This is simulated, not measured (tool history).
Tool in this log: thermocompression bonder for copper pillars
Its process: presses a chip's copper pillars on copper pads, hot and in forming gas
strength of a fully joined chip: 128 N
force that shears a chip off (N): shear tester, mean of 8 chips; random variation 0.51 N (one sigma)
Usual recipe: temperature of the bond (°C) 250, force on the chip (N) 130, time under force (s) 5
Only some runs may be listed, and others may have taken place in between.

| run | hour | temperature of the bond (°C) | force on the chip (N) | time under force (s) | force that shears a chip off (N) |
|---|---|---|---|---|---|
| 1 | 0 | 250 | 130 | 5 | 89.2 |
| 2 | 14.6 | 226 | 130 | 5 | 64.4 |
| 3 | 28 | 226 | 130 | 5 | 64.2 |
| 4 | 36.8 | 226 | 130 | 5 | 63.8 |
| 5 | 50.6 | 226 | 130 | 5 | 64.1 |
| 6 | 68.1 | 226 | 130 | 5 | 63.9 |
| 7 | 79.2 | 226 | 130 | 5 | 62.7 |
| 8 | 93.4 | 226 | 130 | 5 | 63.9 |
| 9 | 108.2 | 271 | 130 | 5 | 106.8 |
| 10 | 126.3 | 250 | 130 | 5 | 88.5 |
| 11 | 139.7 | 250 | 130 | 5 | 88.7 |
| 12 | 151.9 | 250 | 130 | 5 | 88.7 |
| 13 | 166.2 | 250 | 130 | 5 | 88.5 |
| 14 | 174.7 | 250 | 130 | 5 | 88.5 |
| 15 | 188.8 | 221 | 130 | 5 | 59.3 |
| 16 | 200.4 | 221 | 130 | 5 | 59.2 |
| 17 | 213.2 | 250 | 130 | 4 | 83.9 |
| 18 | 225.7 | 266 | 130 | 5 | 103.4 |
| 19 | 236.7 | 266 | 130 | 5 | 103.2 |
| 20 | 248.2 | 266 | 130 | 5 | 101.9 |
| 21 | 259.5 | 266 | 130 | 5 | 102.7 |
| 22 | 267.3 | 272 | 101 | 6 | 96.3 |
| 23 | 279.9 | 267 | 130 | 5 | 102.7 |
| 24 | 292.1 | 267 | 130 | 5 | 102.3 |
| 25 | 307.7 | 250 | 106 | 6 | 79.7 |
| 26 | 316.6 | 250 | 130 | 3 | 77 |
| 27 | 330.1 | 230 | 130 | 3 | 57.6 |
| 28 | 338.6 | 227 | 157 | 8 | 87.4 |
| 29 | 353 | 260 | 78 | 6 | 70.3 |
| 30 | 369 | 230 | 89 | 6 | 50.2 |
| 31 | 384.3 | 245 | 130 | 5 | 83.1 |
|  | 386.4 | forming gas filter changed |
| 32 | 394.6 | 245 | 130 | 5 | 86.8 |
| 33 | 404.9 | 264 | 95 | 4 | 80.9 |
| 34 | 414.8 | 264 | 89 | 4 | 75.9 |
| 35 | 422.9 | 264 | 89 | 4 | 76.5 |
| 36 | 436.3 | 264 | 89 | 4 | 76.1 |
| 37 | 449.2 | 254 | 130 | 9 | 107 |
| 38 | 457.7 | 254 | 130 | 9 | 107.3 |
| 39 | 472.3 | 254 | 130 | 9 | 108.3 |
| 40 | 480.8 | 250 | 130 | 6 | 96.5 |
| 41 | 492 | 237 | 142 | 8 | 94.9 |

The same runs without the tool's hidden state, with the same run-to-run variation:
What the log doesn't record here: true temperature of the bond over the reading, C; force that reaches the chip, % of what is set; oxide that the forming gas leaves, % of the face; drift of the gauge itself on shear_n, %.
| run | force that shears a chip off (N) |
|---|---|
| 1 | 87.9 |
| 2 | 62.3 |
| 3 | 62.1 |
| 4 | 61.7 |
| 5 | 61.9 |
| 6 | 61.7 |
| 7 | 60.6 |
| 8 | 61.7 |
| 9 | 107 |
| 10 | 87.4 |
| 11 | 87.5 |
| 12 | 87.6 |
| 13 | 87.4 |
| 14 | 87.4 |
| 15 | 56.9 |
| 16 | 56.9 |
| 17 | 82.6 |
| 18 | 103.6 |
| 19 | 103.4 |
| 20 | 102.1 |
| 21 | 103.1 |
| 22 | 96.4 |
| 23 | 103.2 |
| 24 | 102.8 |
| 25 | 78.4 |
| 26 | 75.6 |
| 27 | 55.4 |
| 28 | 85.8 |
| 29 | 69.1 |
| 30 | 48 |
| 31 | 81.9 |
| 32 | 82.2 |
| 33 | 76.9 |
| 34 | 71.9 |
| 35 | 72.5 |
| 36 | 72.2 |
| 37 | 103.6 |
| 38 | 104 |
| 39 | 105 |
| 40 | 92.4 |
| 41 | 90.4 |

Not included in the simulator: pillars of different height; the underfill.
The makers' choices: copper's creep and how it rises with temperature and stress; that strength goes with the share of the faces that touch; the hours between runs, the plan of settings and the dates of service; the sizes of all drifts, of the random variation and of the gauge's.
